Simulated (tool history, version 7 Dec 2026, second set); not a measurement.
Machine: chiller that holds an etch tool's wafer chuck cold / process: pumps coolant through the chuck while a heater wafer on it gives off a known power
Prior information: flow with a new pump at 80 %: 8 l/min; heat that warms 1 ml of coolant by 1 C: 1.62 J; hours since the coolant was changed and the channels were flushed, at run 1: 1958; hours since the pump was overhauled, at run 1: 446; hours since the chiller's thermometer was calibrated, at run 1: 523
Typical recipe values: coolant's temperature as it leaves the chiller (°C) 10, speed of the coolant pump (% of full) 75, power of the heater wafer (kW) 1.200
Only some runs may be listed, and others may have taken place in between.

run   hour  coolant's temperature as it leaves the chiller (°C)  speed of the coolant pump (% of full)  power of the heater wafer (kW)  hours since the coolant was changed and the channels were flushed  hours since the pump was overhauled  hours since the chiller's thermometer was calibrated  chuck's temperature once it has settled (°C)  how much warmer the coolant comes back (C)
  1    0.0                                                   10                                     75                           1.200                                                               1958                                  446                                                   523                                          25.9                                        6.10
  2   33.0                                                   19                                     75                           1.200                                                               1991                                  479                                                   556                                          34.9                                        6.00
  3   88.3                                                   10                                     75                           1.200                                                               2046                                  535                                                   611                                          25.8                                        6.00
  4  115.8                                                    4                                     75                           1.200                                                               2073                                  562                                                   639                                          19.9                                        6.03
  5  176.1                                                    4                                     75                           1.200                                                               2134                                  622                                                   699                                          19.8                                        6.04
     185.7  -- coolant pump overhauled
  6  239.9                                                    4                                     75                           1.329                                                               2193                                   54                                                   758                                          21.6                                        6.79
  7  284.3                                                   14                                     83                           0.719                                                               2237                                   99                                                   802                                          22.7                                        3.30
  8  310.7                                                   10                                     67                           0.607                                                               2263                                  125                                                   829                                          18.9                                        3.54
  9  369.1                                                   10                                     67                           0.607                                                               2322                                  183                                                   887                                          18.9                                        3.49
 10  402.6                                                    5                                     69                           0.672                                                               2355                                  217                                                   921                                          14.8                                        3.72
 11  458.6                                                    5                                     69                           0.672                                                               2411                                  273                                                   976                                          14.7                                        3.80

Each row is a separate what-if for the run after 11, all from the same tool condition, not one after another. Results?
  A  486.8                                                   18                                     87                           0.672                                                               2440                                  301                                                  1005                                             ?                                           ?
  B  486.8                                                   10                                     63                           0.602                                                               2440                                  301                                                  1005                                             ?                                           ?
  C  486.8                                                    6                                     69                           0.692                                                               2440                                  301                                                  1005                                             ?                                           ?
  D  486.8                                                   11                                     75                           1.753                                                               2440                                  301                                                  1005                                             ?                                           ?

run  chuck's temperature once it has settled (°C)  how much warmer the coolant comes back (C)
  A                                          25.9                                        2.91
  B                                          19.5                                        3.78
  C                                          16.0                                        3.92
  D                                          34.4                                        8.96
What these runs would have given with no unlogged condition in the tool:
run  chuck's temperature once it has settled (°C)  how much warmer the coolant comes back (C)
  A                                          25.4                                        2.82
  B                                          18.9                                        3.66
  C                                          15.3                                        3.80
  D                                          32.8                                        8.67
